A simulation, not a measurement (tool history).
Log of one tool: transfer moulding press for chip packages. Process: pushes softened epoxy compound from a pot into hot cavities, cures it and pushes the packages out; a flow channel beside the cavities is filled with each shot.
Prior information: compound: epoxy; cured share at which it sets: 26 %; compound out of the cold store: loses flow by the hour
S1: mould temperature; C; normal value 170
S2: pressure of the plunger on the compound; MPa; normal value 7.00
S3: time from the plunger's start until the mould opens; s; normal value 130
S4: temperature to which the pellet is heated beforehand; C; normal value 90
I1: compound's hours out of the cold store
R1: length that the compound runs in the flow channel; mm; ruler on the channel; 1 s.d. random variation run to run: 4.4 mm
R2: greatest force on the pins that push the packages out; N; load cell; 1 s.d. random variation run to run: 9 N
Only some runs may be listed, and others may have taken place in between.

run	hour	S1	S2	S3	S4	I1	R1	R2
1	0.0	170	7.00	130	90	29.5	571	649
2	5.8	170	7.00	130	90	19.1	587	633
3	14.0	170	7.00	130	90	11.2	599	668
4	22.5	170	7.00	130	90	45.4	530	671
5	33.8	170	7.00	130	90	22.2	580	674
6	40.0	170	7.00	130	90	46.9	537	679
# hour 43.1: cavities cleaned with cleaning compound and waxed
7	52.0	170	7.00	130	90	33.4	551	482
8	59.3	170	7.00	114	90	33.2	563	559
9	66.9	170	7.00	114	90	46.4	529	624
10	79.6	170	7.00	114	90	10.7	604	667
11	87.3	170	7.00	114	90	47.7	527	652
12	95.4	170	7.00	114	90	9.1	597	705
13	100.9	166	7.00	130	90	47.5	531	733
14	113.1	170	7.00	130	97	44.2	533	658
15	123.6	169	7.30	113	94	35.4	567	785
# hour 127.6: plunger's sealing rings changed
# hour 134.6: cavities cleaned with cleaning compound and waxed
16	140.1	169	7.30	113	94	38.3	596	520
17	152.5	171	6.58	169	80	34.9	568	503
18	163.6	171	6.58	169	80	18.1	602	549
19	173.2	174	5.45	114	91	43.9	495	608
20	181.3	170	7.95	111	90	33.2	630	703
21	186.8	170	7.18	111	90	28.9	604	726
22	195.4	170	7.18	111	90	15.9	639	765
23	201.9	171	7.18	115	91	22.1	618	695
24	212.4	171	7.18	139	85	44.2	572	668
25	222.0	175	7.00	130	90	14.4	621	672
# hour 224.3: cavities cleaned with cleaning compound and waxed
26	231.0	175	7.00	130	90	17.8	611	459
27	241.9	175	7.00	130	90	8.2	624	529
28	253.7	177	8.40	130	89	24.3	653	551

Pick out some run-to-run changes in R1. Of each, how much would a tool without hidden state show as well, from the settings, what came in and chance, and how much is left for the hidden state and any gauge scatter not in both results compared?
The tool's hidden condition here consists of: true mould temperature over the reading, C; pressure that reaches the compound, % of what is set; grip of the stained cavities, % over clean ones'; drift of the gauge itself on flow_mm, %; drift of the gauge itself on push_out_n, %.
Run 9 -> 10: no setting touched and nothing written in the log between the runs. R1 +75 mm: hidden state -6, all else +81.
Run 15 -> 16: plunger's sealing rings changed, cavities cleaned with cleaning compound and waxed. R1 +29 mm: hidden state +41, all else -12.
Run 18 -> 19: S1 171 -> 174, S2 6.58 -> 5.45, S3 169 -> 114, S4 80 -> 91. R1 -107 mm: hidden state +0, all else -107.
Run 19 -> 20: S1 174 -> 170, S2 5.45 -> 7.95, S3 114 -> 111, S4 91 -> 90. R1 +135 mm: hidden state -1, all else +136.
